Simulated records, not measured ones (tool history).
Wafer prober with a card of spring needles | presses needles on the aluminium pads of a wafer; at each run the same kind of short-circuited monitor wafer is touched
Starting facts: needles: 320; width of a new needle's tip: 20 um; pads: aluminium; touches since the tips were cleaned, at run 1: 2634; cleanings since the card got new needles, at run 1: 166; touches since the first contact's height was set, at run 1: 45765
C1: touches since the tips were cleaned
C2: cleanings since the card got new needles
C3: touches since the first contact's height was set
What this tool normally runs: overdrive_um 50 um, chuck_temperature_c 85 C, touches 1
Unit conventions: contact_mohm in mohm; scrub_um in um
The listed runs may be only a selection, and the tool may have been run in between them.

run 1 hour=0.0 | overdrive_um=50 chuck_temperature_c=85 touches=1 | C1=2634 C2=166 C3=45765 | contact_mohm=245 scrub_um=12.50
-- hour=9.2 tips cleaned on abrasive film
-- hour=24.9 tips cleaned on abrasive film
-- hour=40.2 tips cleaned on abrasive film
-- hour=53.1 tips cleaned on abrasive film
run 2 hour=60.0 | overdrive_um=50 chuck_temperature_c=85 touches=1 | C1=4236 C2=170 C3=82405 | contact_mohm=244 scrub_um=12.53
-- hour=66.4 tips cleaned on abrasive film
-- hour=81.6 tips cleaned on abrasive film
-- hour=97.1 tips cleaned on abrasive film
-- hour=111.4 tips cleaned on abrasive film
run 3 hour=111.4 | overdrive_um=47 chuck_temperature_c=85 touches=1 | C1=0 C2=174 C3=113775 | contact_mohm=247 scrub_um=11.81
-- hour=126.8 tips cleaned on abrasive film
-- hour=130.3 height of the first contact set anew
-- hour=142.5 tips cleaned on abrasive film
run 4 hour=149.5 | overdrive_um=47 chuck_temperature_c=85 touches=1 | C1=4316 C2=176 C3=11773 | contact_mohm=244 scrub_um=11.73
-- hour=156.0 tips cleaned on abrasive film
-- hour=171.8 tips cleaned on abrasive film
-- hour=187.4 tips cleaned on abrasive film
-- hour=202.7 tips cleaned on abrasive film
run 5 hour=209.8 | overdrive_um=47 chuck_temperature_c=85 touches=1 | C1=4363 C2=180 C3=48585 | contact_mohm=247 scrub_um=11.73
-- hour=215.7 tips cleaned on abrasive film
-- hour=231.7 tips cleaned on abrasive film
run 6 hour=241.9 | overdrive_um=61 chuck_temperature_c=85 touches=1 | C1=6244 C2=182 C3=68198 | contact_mohm=237 scrub_um=15.21
-- hour=245.1 tips cleaned on abrasive film
-- hour=260.6 tips cleaned on abrasive film
-- hour=273.4 tips cleaned on abrasive film
run 7 hour=281.8 | overdrive_um=61 chuck_temperature_c=85 touches=1 | C1=5160 C2=185 C3=92586 | contact_mohm=233 scrub_um=15.20
-- hour=288.3 tips cleaned on abrasive film
-- hour=303.4 tips cleaned on abrasive film
run 8 hour=308.2 | overdrive_um=61 chuck_temperature_c=85 touches=1 | C1=2937 C2=187 C3=108688 | contact_mohm=235 scrub_um=15.23
-- hour=317.2 tips cleaned on abrasive film
-- hour=332.3 tips cleaned on abrasive film
-- hour=335.8 height of the first contact set anew
run 9 hour=339.6 | overdrive_um=50 chuck_temperature_c=68 touches=1 | C1=4314 C2=189 C3=2354 | contact_mohm=240 scrub_um=12.44
-- hour=345.9 tips cleaned on abrasive film
-- hour=360.9 tips cleaned on abrasive film
-- hour=373.8 tips cleaned on abrasive film
-- hour=389.1 tips cleaned on abrasive film
run 10 hour=389.3 | overdrive_um=50 chuck_temperature_c=85 touches=1 | C1=91 C2=193 C3=32651 | contact_mohm=243 scrub_um=12.47
-- hour=402.1 tips cleaned on abrasive film
-- hour=417.9 tips cleaned on abrasive film
-- hour=430.7 tips cleaned on abrasive film
run 11 hour=443.5 | overdrive_um=50 chuck_temperature_c=85 touches=1 | C1=7820 C2=196 C3=65803 | contact_mohm=245 scrub_um=12.44
-- hour=446.7 tips cleaned on abrasive film
-- hour=461.5 tips cleaned on abrasive film
-- hour=477.1 tips cleaned on abrasive film
-- hour=492.7 tips cleaned on abrasive film
run 12 hour=499.5 | overdrive_um=50 chuck_temperature_c=85 touches=1 | C1=4183 C2=200 C3=100013 | contact_mohm=245 scrub_um=12.44
-- hour=505.9 tips cleaned on abrasive film
-- hour=520.7 tips cleaned on abrasive film
-- hour=535.6 tips cleaned on abrasive film
-- hour=539.1 height of the first contact set anew
run 13 hour=547.1 | overdrive_um=50 chuck_temperature_c=85 touches=1 | C1=6893 C2=203 C3=4933 | contact_mohm=246 scrub_um=12.41
-- hour=550.4 tips cleaned on abrasive film
-- hour=563.2 tips cleaned on abrasive film
-- hour=578.5 tips cleaned on abrasive film
run 14 hour=581.1 | overdrive_um=58 chuck_temperature_c=98 touches=1 | C1=1607 C2=206 C3=25672 | contact_mohm=243 scrub_um=14.38
-- hour=593.3 tips cleaned on abrasive film
-- hour=606.1 tips cleaned on abrasive film
-- hour=619.0 tips cleaned on abrasive film
run 15 hour=628.1 | overdrive_um=31 chuck_temperature_c=39 touches=2 | C1=5575 C2=209 C3=54364 | contact_mohm=252 scrub_um=7.72
-- hour=634.5 tips cleaned on abrasive film
-- hour=650.0 tips cleaned on abrasive film
-- hour=665.8 tips cleaned on abrasive film
run 16 hour=666.5 | overdrive_um=31 chuck_temperature_c=39 touches=2 | C1=419 C2=212 C3=77807 | contact_mohm=256 scrub_um=7.67
-- hour=679.1 tips cleaned on abrasive film
-- hour=694.6 tips cleaned on abrasive film
-- hour=708.6 tips cleaned on abrasive film
-- hour=723.7 tips cleaned on abrasive film
run 17 hour=723.7 | overdrive_um=68 chuck_temperature_c=49 touches=3 | C1=0 C2=216 C3=112743 | contact_mohm=219 scrub_um=16.85
-- hour=739.6 tips cleaned on abrasive film
-- hour=743.1 height of the first contact set anew
-- hour=755.3 tips cleaned on abrasive film
-- hour=771.4 tips cleaned on abrasive film
run 18 hour=782.8 | overdrive_um=50 chuck_temperature_c=61 touches=1 | C1=7036 C2=219 C3=24285 | contact_mohm=232 scrub_um=12.41
-- hour=785.6 tips cleaned on abrasive film
-- hour=801.7 tips cleaned on abrasive film
-- hour=816.9 tips cleaned on abrasive film
-- hour=829.7 tips cleaned on abrasive film
run 19 hour=840.4 | overdrive_um=50 chuck_temperature_c=61 touches=1 | C1=6566 C2=223 C3=59462 | contact_mohm=242 scrub_um=12.37
-- hour=843.7 tips cleaned on abrasive film
-- hour=859.7 tips cleaned on abrasive film
-- hour=872.6 tips cleaned on abrasive film
-- hour=885.4 tips cleaned on abrasive film
run 20 hour=886.8 | overdrive_um=50 chuck_temperature_c=61 touches=1 | C1=849 C2=227 C3=87760 | contact_mohm=232 scrub_um=12.36
-- hour=899.6 tips cleaned on abrasive film
-- hour=914.0 tips cleaned on abrasive film
-- hour=929.9 tips cleaned on abrasive film
run 21 hour=937.3 | overdrive_um=50 chuck_temperature_c=61 touches=1 | C1=4595 C2=230 C3=118666 | contact_mohm=237 scrub_um=12.35
-- hour=943.8 tips cleaned on abrasive film
-- hour=947.0 height of the first contact set anew
-- hour=959.8 tips cleaned on abrasive film
-- hour=975.8 tips cleaned on abrasive film
-- hour=991.2 tips cleaned on abrasive film
run 22 hour=992.9 | overdrive_um=50 chuck_temperature_c=61 touches=1 | C1=1015 C2=234 C3=28034 | contact_mohm=236 scrub_um=12.35
-- hour=1005.3 tips cleaned on abrasive film
-- hour=1020.7 tips cleaned on abrasive film
-- hour=1036.8 tips cleaned on abrasive film
run 23 hour=1037.2 | overdrive_um=50 chuck_temperature_c=56 touches=1 | C1=248 C2=237 C3=55086 | contact_mohm=237 scrub_um=12.33
-- hour=1051.7 tips cleaned on abrasive film
-- hour=1065.3 tips cleaned on abrasive film
run 24 hour=1065.3 | overdrive_um=47 chuck_temperature_c=63 touches=2 | C1=0 C2=239 C3=72260 | contact_mohm=242 scrub_um=11.62
-- hour=1081.1 tips cleaned on abrasive film
-- hour=1096.4 tips cleaned on abrasive film
run 25 hour=1100.9 | overdrive_um=51 chuck_temperature_c=85 touches=2 | C1=2724 C2=241 C3=94023 | contact_mohm=244 scrub_um=12.57
-- hour=1109.5 tips cleaned on abrasive film
-- hour=1124.8 tips cleaned on abrasive film
-- hour=1139.7 tips cleaned on abrasive film
run 26 hour=1139.7 | overdrive_um=48 chuck_temperature_c=85 touches=1 | C1=0 C2=244 C3=117743 | contact_mohm=246 scrub_um=11.80

Below are 5 alternative next runs, each starting from the tool's condition after run 26. Predict each:
-- hour=1152.3 height of the first contact set anew
-- hour=1155.2 tips cleaned on abrasive film
-- hour=1170.9 tips cleaned on abrasive film
run A hour=1180.2 | overdrive_um=50 chuck_temperature_c=108 touches=1 | C1=5672 C2=246 C3=17013 | contact_mohm=? scrub_um=?
-- hour=1152.3 height of the first contact set anew
-- hour=1155.2 tips cleaned on abrasive film
-- hour=1170.9 tips cleaned on abrasive film
run B hour=1180.2 | overdrive_um=45 chuck_temperature_c=116 touches=1 | C1=5672 C2=246 C3=17013 | contact_mohm=? scrub_um=?
-- hour=1152.3 height of the first contact set anew
-- hour=1155.2 tips cleaned on abrasive film
-- hour=1170.9 tips cleaned on abrasive film
run C hour=1180.2 | overdrive_um=36 chuck_temperature_c=31 touches=1 | C1=5672 C2=246 C3=17013 | contact_mohm=? scrub_um=?
-- hour=1152.3 height of the first contact set anew
-- hour=1155.2 tips cleaned on abrasive film
-- hour=1170.9 tips cleaned on abrasive film
run D hour=1180.2 | overdrive_um=45 chuck_temperature_c=85 touches=1 | C1=5672 C2=246 C3=17013 | contact_mohm=? scrub_um=?
-- hour=1152.3 height of the first contact set anew
-- hour=1155.2 tips cleaned on abrasive film
-- hour=1170.9 tips cleaned on abrasive film
run E hour=1180.2 | overdrive_um=50 chuck_temperature_c=85 touches=3 | C1=5672 C2=246 C3=17013 | contact_mohm=? scrub_um=?

run=A contact_mohm=253 scrub_um=12.31
run=B contact_mohm=260 scrub_um=11.09
run=C contact_mohm=246 scrub_um=8.85
run=D contact_mohm=250 scrub_um=11.05
run=E contact_mohm=246 scrub_um=12.34
Without the tool's hidden state the same runs would have given:
run=A contact_mohm=252 scrub_um=12.53
run=B contact_mohm=260 scrub_um=11.29
run=C contact_mohm=246 scrub_um=9.00
run=D contact_mohm=250 scrub_um=11.24
run=E contact_mohm=246 scrub_um=12.56
